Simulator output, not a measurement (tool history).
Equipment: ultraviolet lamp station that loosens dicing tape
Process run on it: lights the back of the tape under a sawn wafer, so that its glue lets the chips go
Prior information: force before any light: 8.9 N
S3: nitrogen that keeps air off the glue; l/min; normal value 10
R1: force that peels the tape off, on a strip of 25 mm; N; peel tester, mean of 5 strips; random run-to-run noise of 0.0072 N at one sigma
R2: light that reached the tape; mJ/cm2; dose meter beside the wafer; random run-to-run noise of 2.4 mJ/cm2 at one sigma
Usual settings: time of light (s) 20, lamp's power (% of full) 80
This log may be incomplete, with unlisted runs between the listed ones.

run 1 hour=0.0 | time_of_light_(s)=20 lamp's_power_(%_of_full)=80 S3=10 | R1=0.304 R2=234
run 2 hour=12.7 | time_of_light_(s)=20 lamp's_power_(%_of_full)=80 S3=10 | R1=0.321 R2=242
run 3 hour=23.2 | time_of_light_(s)=20 lamp's_power_(%_of_full)=80 S3=10 | R1=0.329 R2=236
run 4 hour=35.2 | time_of_light_(s)=20 lamp's_power_(%_of_full)=60 S3=10 | R1=0.677 R2=177
run 5 hour=59.9 | time_of_light_(s)=23 lamp's_power_(%_of_full)=60 S3=10 | R1=0.493 R2=204
run 6 hour=72.3 | time_of_light_(s)=23 lamp's_power_(%_of_full)=60 S3=10 | R1=0.497 R2=204
run 7 hour=87.1 | time_of_light_(s)=24 lamp's_power_(%_of_full)=60 S3=10 | R1=0.444 R2=210
run 8 hour=108.0 | time_of_light_(s)=20 lamp's_power_(%_of_full)=80 S3=10 | R1=0.345 R2=233
run 9 hour=119.5 | time_of_light_(s)=20 lamp's_power_(%_of_full)=80 S3=10 | R1=0.351 R2=231
run 10 hour=137.2 | time_of_light_(s)=20 lamp's_power_(%_of_full)=80 S3=10 | R1=0.346 R2=231
run 11 hour=154.7 | time_of_light_(s)=20 lamp's_power_(%_of_full)=80 S3=10 | R1=0.352 R2=235
run 12 hour=165.0 | time_of_light_(s)=20 lamp's_power_(%_of_full)=80 S3=10 | R1=0.361 R2=224
run 13 hour=180.7 | time_of_light_(s)=20 lamp's_power_(%_of_full)=93 S3=10 | R1=0.227 R2=266
run 14 hour=197.1 | time_of_light_(s)=20 lamp's_power_(%_of_full)=80 S3=5 | R1=0.759 R2=226
run 15 hour=208.8 | time_of_light_(s)=20 lamp's_power_(%_of_full)=80 S3=5 | R1=0.772 R2=227
run 16 hour=228.5 | time_of_light_(s)=20 lamp's_power_(%_of_full)=63 S3=10 | R1=0.683 R2=178
run 17 hour=246.0 | time_of_light_(s)=20 lamp's_power_(%_of_full)=63 S3=10 | R1=0.713 R2=177
run 18 hour=267.0 | time_of_light_(s)=20 lamp's_power_(%_of_full)=69 S3=10 | R1=0.579 R2=187
run 19 hour=280.3 | time_of_light_(s)=20 lamp's_power_(%_of_full)=69 S3=10 | R1=0.578 R2=194
-- hour=287.4 window cleaned of glue's vapour
run 20 hour=301.1 | time_of_light_(s)=20 lamp's_power_(%_of_full)=80 S3=10 | R1=0.296 R2=251
run 21 hour=319.2 | time_of_light_(s)=14 lamp's_power_(%_of_full)=80 S3=4 | R1=1.575 R2=173
run 22 hour=333.5 | time_of_light_(s)=14 lamp's_power_(%_of_full)=80 S3=4 | R1=1.619 R2=173
run 23 hour=348.9 | time_of_light_(s)=20 lamp's_power_(%_of_full)=98 S3=10 | R1=0.167 R2=301
run 24 hour=371.3 | time_of_light_(s)=20 lamp's_power_(%_of_full)=98 S3=10 | R1=0.164 R2=298
run 25 hour=389.7 | time_of_light_(s)=14 lamp's_power_(%_of_full)=62 S3=10 | R1=1.272 R2=130
run 26 hour=404.9 | time_of_light_(s)=20 lamp's_power_(%_of_full)=75 S3=10 | R1=0.364 R2=225
run 27 hour=419.0 | time_of_light_(s)=20 lamp's_power_(%_of_full)=67 S3=19 | R1=0.286 R2=201
run 28 hour=441.8 | time_of_light_(s)=12 lamp's_power_(%_of_full)=80 S3=10 | R1=1.110 R2=145
run 29 hour=459.7 | time_of_light_(s)=28 lamp's_power_(%_of_full)=94 S3=4 | R1=0.234 R2=393
run 30 hour=478.2 | time_of_light_(s)=22 lamp's_power_(%_of_full)=83 S3=11 | R1=0.202 R2=271
run 31 hour=489.7 | time_of_light_(s)=37 lamp's_power_(%_of_full)=69 S3=5 | R1=0.204 R2=374
run 32 hour=500.8 | time_of_light_(s)=20 lamp's_power_(%_of_full)=67 S3=10 | R1=0.542 R2=198
run 33 hour=525.1 | time_of_light_(s)=20 lamp's_power_(%_of_full)=67 S3=10 | R1=0.562 R2=194
run 34 hour=540.2 | time_of_light_(s)=20 lamp's_power_(%_of_full)=68 S3=7 | R1=0.732 R2=197
run 35 hour=552.5 | time_of_light_(s)=20 lamp's_power_(%_of_full)=68 S3=7 | R1=0.781 R2=198
run 36 hour=570.6 | time_of_light_(s)=13 lamp's_power_(%_of_full)=89 S3=10 | R1=0.801 R2=168
run 37 hour=586.1 | time_of_light_(s)=12 lamp's_power_(%_of_full)=79 S3=7 | R1=1.542 R2=137
run 38 hour=600.9 | time_of_light_(s)=20 lamp's_power_(%_of_full)=80 S3=3 | R1=1.198 R2=223
run 39 hour=616.8 | time_of_light_(s)=24 lamp's_power_(%_of_full)=63 S3=3 | R1=1.339 R2=219

5 options for the next run, each taken on its own from the tool as it stands now. Forecast them:
run A hour=638.0 | time_of_light_(s)=32 lamp's_power_(%_of_full)=73 S3=3 | R1=? R2=?
run B hour=638.0 | time_of_light_(s)=29 lamp's_power_(%_of_full)=80 S3=10 | R1=? R2=?
run C hour=638.0 | time_of_light_(s)=11 lamp's_power_(%_of_full)=75 S3=3 | R1=? R2=?
run D hour=638.0 | time_of_light_(s)=20 lamp's_power_(%_of_full)=82 S3=3 | R1=? R2=?
run E hour=638.0 | time_of_light_(s)=20 lamp's_power_(%_of_full)=80 S3=6 | R1=? R2=?

run=A R1=0.507 R2=334
run=B R1=0.144 R2=326
run=C R1=3.161 R2=122
run=D R1=1.103 R2=234
run=E R1=0.648 R2=230
Without the tool's hidden state the same runs would have given:
run=A R1=0.356 R2=381
run=B R1=0.112 R2=372
run=C R1=2.734 R2=138
run=D R1=0.838 R2=267
run=E R1=0.465 R2=262
